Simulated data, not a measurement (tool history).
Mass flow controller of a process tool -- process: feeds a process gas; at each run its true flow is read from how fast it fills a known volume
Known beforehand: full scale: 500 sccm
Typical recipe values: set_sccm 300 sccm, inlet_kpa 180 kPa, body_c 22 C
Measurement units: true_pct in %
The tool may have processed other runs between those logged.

run,hour,set_sccm,inlet_kpa,body_c,true_pct
1,0.0,300,180,22,99.51
2,94.8,300,180,22,99.74
3,209.2,300,180,33,98.61
4,307.5,300,180,22,99.93
5,398.6,300,180,22,99.94
6,478.5,300,180,22,100.00
7,524.6,300,180,22,100.01
8,617.5,300,204,21,100.32
9,670.3,161,180,22,99.82
10,748.7,76,151,31,98.60
11,846.1,76,151,31,98.71

Below are 5 alternative next runs, each starting from the tool's condition after run 11. Predict each:
A,938.6,482,151,31,?
B,938.6,58,261,32,?
C,938.6,300,273,28,?
D,938.6,198,267,33,?
E,938.6,268,180,22,?

run,true_pct
A,100.00
B,98.41
C,99.57
D,98.85
E,100.20
Had the tool no hidden state, the same runs would have come out as:
run,true_pct
A,99.32
B,97.74
C,98.89
D,98.17
E,99.52
